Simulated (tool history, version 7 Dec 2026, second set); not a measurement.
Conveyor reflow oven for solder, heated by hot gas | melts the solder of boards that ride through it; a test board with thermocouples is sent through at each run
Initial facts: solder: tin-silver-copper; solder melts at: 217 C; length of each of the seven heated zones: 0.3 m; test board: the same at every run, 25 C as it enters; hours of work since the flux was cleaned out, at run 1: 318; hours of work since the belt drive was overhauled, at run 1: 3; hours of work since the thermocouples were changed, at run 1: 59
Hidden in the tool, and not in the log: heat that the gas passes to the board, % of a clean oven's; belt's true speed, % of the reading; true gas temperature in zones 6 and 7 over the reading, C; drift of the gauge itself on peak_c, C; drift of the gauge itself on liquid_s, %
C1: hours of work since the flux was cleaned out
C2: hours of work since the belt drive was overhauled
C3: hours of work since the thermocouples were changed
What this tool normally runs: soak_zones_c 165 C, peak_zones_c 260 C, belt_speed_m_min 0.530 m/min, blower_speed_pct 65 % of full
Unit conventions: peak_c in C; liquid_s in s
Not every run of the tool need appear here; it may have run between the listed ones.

run 1 hour=0.0 | soak_zones_c=165 peak_zones_c=260 belt_speed_m_min=0.530 blower_speed_pct=65 | C1=318 C2=3 C3=59 | peak_c=245.6 liquid_s=44.2
run 2 hour=8.0 | soak_zones_c=165 peak_zones_c=260 belt_speed_m_min=0.530 blower_speed_pct=65 | C1=322 C2=7 C3=63 | peak_c=245.4 liquid_s=44.1
run 3 hour=12.3 | soak_zones_c=165 peak_zones_c=260 belt_speed_m_min=0.530 blower_speed_pct=65 | C1=324 C2=9 C3=65 | peak_c=245.6 liquid_s=44.8
run 4 hour=18.7 | soak_zones_c=165 peak_zones_c=260 belt_speed_m_min=0.530 blower_speed_pct=65 | C1=327 C2=12 C3=68 | peak_c=245.2 liquid_s=44.2
run 5 hour=23.7 | soak_zones_c=165 peak_zones_c=260 belt_speed_m_min=0.530 blower_speed_pct=65 | C1=329 C2=14 C3=70 | peak_c=246.0 liquid_s=44.3
run 6 hour=32.3 | soak_zones_c=165 peak_zones_c=260 belt_speed_m_min=0.530 blower_speed_pct=65 | C1=333 C2=18 C3=74 | peak_c=245.8 liquid_s=44.3
run 7 hour=36.9 | soak_zones_c=165 peak_zones_c=260 belt_speed_m_min=0.530 blower_speed_pct=65 | C1=335 C2=20 C3=77 | peak_c=245.6 liquid_s=44.4
run 8 hour=44.7 | soak_zones_c=165 peak_zones_c=260 belt_speed_m_min=0.530 blower_speed_pct=65 | C1=339 C2=24 C3=80 | peak_c=246.3 liquid_s=44.2
run 9 hour=53.6 | soak_zones_c=170 peak_zones_c=260 belt_speed_m_min=0.530 blower_speed_pct=65 | C1=343 C2=28 C3=85 | peak_c=246.7 liquid_s=46.7
run 10 hour=57.6 | soak_zones_c=162 peak_zones_c=260 belt_speed_m_min=0.530 blower_speed_pct=65 | C1=345 C2=30 C3=86 | peak_c=245.3 liquid_s=43.2
run 11 hour=66.7 | soak_zones_c=165 peak_zones_c=260 belt_speed_m_min=0.530 blower_speed_pct=86 | C1=349 C2=35 C3=91 | peak_c=250.5 liquid_s=48.7
run 12 hour=74.0 | soak_zones_c=165 peak_zones_c=260 belt_speed_m_min=0.530 blower_speed_pct=86 | C1=353 C2=38 C3=94 | peak_c=250.2 liquid_s=49.4
run 13 hour=78.7 | soak_zones_c=165 peak_zones_c=260 belt_speed_m_min=0.530 blower_speed_pct=65 | C1=355 C2=40 C3=96 | peak_c=245.9 liquid_s=44.9
run 14 hour=84.5 | soak_zones_c=165 peak_zones_c=260 belt_speed_m_min=0.530 blower_speed_pct=65 | C1=358 C2=43 C3=99 | peak_c=246.3 liquid_s=43.9
run 15 hour=90.8 | soak_zones_c=165 peak_zones_c=260 belt_speed_m_min=0.530 blower_speed_pct=65 | C1=361 C2=46 C3=102 | peak_c=245.9 liquid_s=44.1
run 16 hour=97.0 | soak_zones_c=165 peak_zones_c=260 belt_speed_m_min=0.530 blower_speed_pct=65 | C1=364 C2=49 C3=105 | peak_c=245.9 liquid_s=44.5
run 17 hour=105.0 | soak_zones_c=172 peak_zones_c=250 belt_speed_m_min=0.565 blower_speed_pct=64 | C1=368 C2=53 C3=109 | peak_c=235.9 liquid_s=34.9
run 18 hour=111.8 | soak_zones_c=172 peak_zones_c=250 belt_speed_m_min=0.565 blower_speed_pct=64 | C1=371 C2=56 C3=112 | peak_c=236.0 liquid_s=35.1
run 19 hour=120.6 | soak_zones_c=172 peak_zones_c=252 belt_speed_m_min=0.429 blower_speed_pct=84 | C1=375 C2=60 C3=116 | peak_c=246.7 liquid_s=63.7

Run 20, settings as shown, results not yet in. Your forecast:
run 20 hour=129.5 | soak_zones_c=165 peak_zones_c=259 belt_speed_m_min=0.530 blower_speed_pct=62 | C1=379 C2=64 C3=121 | peak_c=? liquid_s=?

{"run 20": {"peak_c": 244.7, "liquid_s": 42.7}}
The same run, on a tool lacking any hidden state, would have yielded peak_c 244.8 C, liquid_s 42.8 s.

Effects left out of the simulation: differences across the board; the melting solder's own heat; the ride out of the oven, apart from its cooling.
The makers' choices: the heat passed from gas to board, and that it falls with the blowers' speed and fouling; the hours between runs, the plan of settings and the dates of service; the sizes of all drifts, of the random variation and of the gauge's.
